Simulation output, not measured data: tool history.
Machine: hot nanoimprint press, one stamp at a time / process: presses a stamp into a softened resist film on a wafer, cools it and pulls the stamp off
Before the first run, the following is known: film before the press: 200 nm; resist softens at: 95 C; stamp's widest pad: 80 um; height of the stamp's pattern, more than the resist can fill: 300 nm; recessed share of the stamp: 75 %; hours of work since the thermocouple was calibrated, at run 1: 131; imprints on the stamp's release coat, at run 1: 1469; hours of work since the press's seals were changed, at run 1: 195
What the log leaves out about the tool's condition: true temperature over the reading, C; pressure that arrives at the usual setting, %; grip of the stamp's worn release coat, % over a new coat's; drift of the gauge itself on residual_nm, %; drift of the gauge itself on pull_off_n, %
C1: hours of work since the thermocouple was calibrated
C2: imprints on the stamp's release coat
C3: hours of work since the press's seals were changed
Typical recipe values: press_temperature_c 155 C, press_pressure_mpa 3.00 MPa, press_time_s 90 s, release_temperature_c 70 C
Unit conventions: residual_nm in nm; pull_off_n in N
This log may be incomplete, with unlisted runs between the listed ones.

Run 1, hour 0.0: usual settings; C1 131; C2 1469; C3 195. Result: residual_nm 70.8 nm, pull_off_n 216 N.
Run 2, hour 11.9: usual settings but press_time_s 166 s; C1 140; C2 1528; C3 204. Result: residual_nm 54.2 nm, pull_off_n 214 N.
Run 3, hour 26.1: usual settings but press_time_s 166 s; C1 151; C2 1599; C3 215. Result: residual_nm 54.4 nm, pull_off_n 208 N.
Run 4, hour 38.6: usual settings; C1 161; C2 1662; C3 225. Result: residual_nm 71.0 nm, pull_off_n 210 N.
At hour 56.0: stamp cleaned and given a new release coat.
Run 5, hour 59.6: usual settings; C1 172; C2 18; C3 236. Result: residual_nm 71.2 nm, pull_off_n 208 N.
Run 6, hour 73.0: usual settings but press_temperature_c 148 C; C1 183; C2 85; C3 247. Result: residual_nm 105.0 nm, pull_off_n 209 N.
Run 7, hour 80.0: usual settings but press_temperature_c 148 C; C1 188; C2 120; C3 252. Result: residual_nm 105.0 nm, pull_off_n 208 N.
Run 8, hour 87.6: usual settings but press_temperature_c 148 C; C1 194; C2 158; C3 258. Result: residual_nm 105.4 nm, pull_off_n 208 N.
Run 9, hour 102.2: usual settings but press_temperature_c 148 C; C1 205; C2 231; C3 269. Result: residual_nm 105.1 nm, pull_off_n 212 N.
Run 10, hour 109.0: usual settings but press_temperature_c 148 C; C1 210; C2 264; C3 274. Result: residual_nm 104.9 nm, pull_off_n 203 N.
Run 11, hour 118.7: usual settings but press_temperature_c 148 C; C1 218; C2 313; C3 282. Result: residual_nm 105.2 nm, pull_off_n 205 N.
Run 12, hour 129.1: usual settings but press_temperature_c 148 C; C1 226; C2 365; C3 290. Result: residual_nm 105.3 nm, pull_off_n 209 N.
Run 13, hour 137.4: usual settings but press_temperature_c 148 C; C1 232; C2 407; C3 296. Result: residual_nm 105.0 nm, pull_off_n 211 N.
Run 14, hour 150.2: usual settings but press_temperature_c 148 C; C1 242; C2 471; C3 306. Result: residual_nm 105.5 nm, pull_off_n 214 N.
Run 15, hour 159.8: usual settings but press_temperature_c 148 C; C1 249; C2 519; C3 314. Result: residual_nm 105.7 nm, pull_off_n 212 N.
Run 16, hour 172.9: usual settings but press_temperature_c 148 C, press_pressure_mpa 1.89 MPa, press_time_s 107 s, release_temperature_c 73 C; C1 260; C2 584; C3 324. Result: residual_nm 118.5 nm, pull_off_n 198 N.
Run 17, hour 187.5: usual settings but press_temperature_c 148 C, press_pressure_mpa 1.89 MPa, press_time_s 93 s, release_temperature_c 74 C; C1 271; C2 657; C3 335. Result: residual_nm 122.7 nm, pull_off_n 192 N.
Run 18, hour 193.7: usual settings but press_time_s 45 s; C1 276; C2 688; C3 340. Result: residual_nm 93.3 nm, pull_off_n 209 N.
Run 19, hour 208.8: usual settings but press_pressure_mpa 2.71 MPa, release_temperature_c 63 C; C1 287; C2 763; C3 351. Result: residual_nm 74.3 nm, pull_off_n 243 N.
Run 20, hour 216.4: usual settings but press_pressure_mpa 2.71 MPa, release_temperature_c 63 C; C1 293; C2 801; C3 357. Result: residual_nm 74.4 nm, pull_off_n 241 N.
Run 21, hour 226.4: usual settings but press_pressure_mpa 3.61 MPa; C1 301; C2 852; C3 365. Result: residual_nm 65.2 nm, pull_off_n 212 N.
At hour 241.2: plate thermocouple calibrated.
Run 22, hour 241.2: usual settings but press_temperature_c 166 C, press_pressure_mpa 3.33 MPa, press_time_s 57 s, release_temperature_c 78 C; C1 0; C2 911; C3 374. Result: residual_nm 44.7 nm, pull_off_n 172 N.
Run 23, hour 254.2: usual settings but press_temperature_c 166 C, press_pressure_mpa 3.33 MPa, press_time_s 57 s, release_temperature_c 78 C; C1 10; C2 975; C3 384. Result: residual_nm 44.6 nm, pull_off_n 165 N.

What does the tool deliver on the next run?
Run 24, hour 263.5: usual settings but press_temperature_c 166 C, press_pressure_mpa 1.86 MPa, press_time_s 57 s, release_temperature_c 78 C; C1 17; C2 1022; C3 391. Result: residual_nm ?, pull_off_n ?.

Run 24 came out at residual_nm 59.2 nm, pull_off_n 176 N.
If the tool had no hidden condition, the same run with the same run-to-run variation would have returned residual_nm 59.2 nm, pull_off_n 174 N.
